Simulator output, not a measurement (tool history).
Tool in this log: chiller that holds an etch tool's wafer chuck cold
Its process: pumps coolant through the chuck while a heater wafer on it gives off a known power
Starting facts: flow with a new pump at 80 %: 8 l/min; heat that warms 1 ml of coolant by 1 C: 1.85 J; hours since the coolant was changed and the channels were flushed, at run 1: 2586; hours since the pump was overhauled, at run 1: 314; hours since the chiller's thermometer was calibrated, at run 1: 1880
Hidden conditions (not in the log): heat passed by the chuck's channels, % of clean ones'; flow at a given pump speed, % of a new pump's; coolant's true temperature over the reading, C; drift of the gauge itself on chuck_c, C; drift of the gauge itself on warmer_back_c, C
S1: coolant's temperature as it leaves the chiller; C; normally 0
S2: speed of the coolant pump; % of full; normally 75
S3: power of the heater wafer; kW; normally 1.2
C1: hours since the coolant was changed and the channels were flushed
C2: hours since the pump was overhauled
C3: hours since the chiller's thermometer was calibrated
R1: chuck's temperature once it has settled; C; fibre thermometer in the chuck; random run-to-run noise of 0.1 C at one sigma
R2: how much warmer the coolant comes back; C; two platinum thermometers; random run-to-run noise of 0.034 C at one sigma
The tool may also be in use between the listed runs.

{"run": 1, "day": 0.0, "S1": 0, "S2": 75, "S3": 1.2, "C1": 2586, "C2": 314, "C3": 1880, "R1": 9.5, "R2": 5.19}
{"run": 2, "day": 1.492, "S1": -6, "S2": 75, "S3": 1.2, "C1": 2622, "C2": 350, "C3": 1915, "R1": 3.6, "R2": 5.26}
{"run": 3, "day": 2.65, "S1": 0, "S2": 75, "S3": 1.728, "C1": 2650, "C2": 377, "C3": 1943, "R1": 13.7, "R2": 7.48}
{"run": 4, "day": 3.775, "S1": 0, "S2": 75, "S3": 1.728, "C1": 2677, "C2": 404, "C3": 1970, "R1": 13.8, "R2": 7.43}
{"run": 5, "day": 5.1, "S1": 0, "S2": 75, "S3": 1.728, "C1": 2708, "C2": 436, "C3": 2002, "R1": 13.6, "R2": 7.5}
{"run": 6, "day": 6.175, "S1": 0, "S2": 75, "S3": 1.728, "C1": 2734, "C2": 462, "C3": 2028, "R1": 13.7, "R2": 7.57}
{"run": 7, "day": 7.833, "S1": 0, "S2": 75, "S3": 1.728, "C1": 2774, "C2": 502, "C3": 2068, "R1": 13.6, "R2": 7.47}
{"run": 8, "day": 9.3, "S1": 0, "S2": 75, "S3": 1.728, "C1": 2809, "C2": 537, "C3": 2103, "R1": 13.8, "R2": 7.54}
{"run": 9, "day": 10.875, "S1": 0, "S2": 75, "S3": 1.2, "C1": 2847, "C2": 575, "C3": 2141, "R1": 9.8, "R2": 5.23}
{"run": 10, "day": 12.529, "S1": 0, "S2": 75, "S3": 1.2, "C1": 2887, "C2": 614, "C3": 2180, "R1": 9.6, "R2": 5.27}
{"run": 11, "day": 14.008, "S1": 0, "S2": 75, "S3": 1.2, "C1": 2922, "C2": 650, "C3": 2216, "R1": 9.8, "R2": 5.2}
{"run": 12, "day": 15.688, "S1": 0, "S2": 75, "S3": 1.2, "C1": 2963, "C2": 690, "C3": 2256, "R1": 9.6, "R2": 5.24}
{"run": 13, "day": 16.875, "S1": 0, "S2": 75, "S3": 1.2, "C1": 2991, "C2": 719, "C3": 2285, "R1": 9.7, "R2": 5.26}
{"run": 14, "day": 18.108, "S1": 0, "S2": 63, "S3": 1.2, "C1": 3021, "C2": 748, "C3": 2314, "R1": 10.9, "R2": 6.3}
{"run": 15, "day": 19.567, "S1": 0, "S2": 72, "S3": 1.2, "C1": 3056, "C2": 783, "C3": 2349, "R1": 9.9, "R2": 5.52}
{"run": 16, "day": 20.767, "S1": 0, "S2": 75, "S3": 1.2, "C1": 3085, "C2": 812, "C3": 2378, "R1": 9.7, "R2": 5.26}
{"run": 17, "day": 21.579, "S1": 0, "S2": 75, "S3": 1.2, "C1": 3104, "C2": 832, "C3": 2398, "R1": 9.7, "R2": 5.24}
{"run": 18, "day": 23.192, "S1": -8, "S2": 65, "S3": 1.2, "C1": 3143, "C2": 870, "C3": 2436, "R1": 2.9, "R2": 6.15}
{"run": 19, "day": 24.546, "S1": 4, "S2": 71, "S3": 1.285, "C1": 3175, "C2": 903, "C3": 2469, "R1": 14.9, "R2": 5.95}
{"run": 20, "day": 25.529, "S1": -5, "S2": 71, "S3": 0.886, "C1": 3199, "C2": 926, "C3": 2492, "R1": 2.7, "R2": 4.08}
{"run": 21, "day": 26.558, "S1": -1, "S2": 71, "S3": 0.886, "C1": 3223, "C2": 951, "C3": 2517, "R1": 6.7, "R2": 4.07}
{"run": 22, "day": 27.617, "S1": -4, "S2": 92, "S3": 0.886, "C1": 3249, "C2": 977, "C3": 2542, "R1": 2.3, "R2": 3.11}
{"run": 23, "day": 28.392, "S1": 0, "S2": 75, "S3": 0.696, "C1": 3268, "C2": 995, "C3": 2561, "R1": 5.9, "R2": 3.01}
{"run": 24, "day": 29.312, "S1": 0, "S2": 75, "S3": 0.696, "C1": 3290, "C2": 1017, "C3": 2583, "R1": 5.7, "R2": 3.05}
{"run": 25, "day": 30.083, "S1": 1, "S2": 66, "S3": 1.399, "C1": 3308, "C2": 1036, "C3": 2602, "R1": 13.5, "R2": 7.1}
{"run": 26, "day": 31.358, "S1": 1, "S2": 66, "S3": 1.399, "C1": 3339, "C2": 1066, "C3": 2632, "R1": 13.5, "R2": 7.06}
{"run": 27, "day": 32.575, "S1": 1, "S2": 66, "S3": 1.399, "C1": 3368, "C2": 1096, "C3": 2661, "R1": 13.5, "R2": 7.13}
{"run": 28, "day": 33.679, "S1": 1, "S2": 66, "S3": 1.399, "C1": 3394, "C2": 1122, "C3": 2688, "R1": 13.5, "R2": 7.1}
{"run": 29, "day": 35.133, "S1": 3, "S2": 72, "S3": 0.911, "C1": 3429, "C2": 1157, "C3": 2723, "R1": 10.7, "R2": 4.19}
{"run": 30, "day": 35.846, "S1": 3, "S2": 72, "S3": 0.911, "C1": 3446, "C2": 1174, "C3": 2740, "R1": 10.7, "R2": 4.22}
{"run": 31, "day": 37.467, "S1": 4, "S2": 64, "S3": 1.2, "C1": 3485, "C2": 1213, "C3": 2779, "R1": 14.9, "R2": 6.23}

Run by run, hidden condition taken away, random variation retained:
run=1 R1=9 R2=5.18
run=2 R1=3.1 R2=5.24
run=3 R1=13 R2=7.46
run=4 R1=13.1 R2=7.41
run=5 R1=12.9 R2=7.48
run=6 R1=13 R2=7.54
run=7 R1=12.9 R2=7.44
run=8 R1=13.1 R2=7.5
run=9 R1=9.2 R2=5.2
run=10 R1=8.9 R2=5.23
run=11 R1=9.1 R2=5.16
run=12 R1=8.9 R2=5.2
run=13 R1=9.1 R2=5.22
run=14 R1=10.2 R2=6.25
run=15 R1=9.2 R2=5.47
run=16 R1=9 R2=5.21
run=17 R1=9 R2=5.19
run=18 R1=2.2 R2=6.09
run=19 R1=14.1 R2=5.89
run=20 R1=2 R2=4.04
run=21 R1=6 R2=4.02
run=22 R1=1.6 R2=3.07
run=23 R1=5.3 R2=2.97
run=24 R1=5.1 R2=3.01
run=25 R1=12.6 R2=7.01
run=26 R1=12.6 R2=6.97
run=27 R1=12.6 R2=7.03
run=28 R1=12.6 R2=7.01
run=29 R1=10 R2=4.13
run=30 R1=10 R2=4.16
run=31 R1=14.1 R2=6.14

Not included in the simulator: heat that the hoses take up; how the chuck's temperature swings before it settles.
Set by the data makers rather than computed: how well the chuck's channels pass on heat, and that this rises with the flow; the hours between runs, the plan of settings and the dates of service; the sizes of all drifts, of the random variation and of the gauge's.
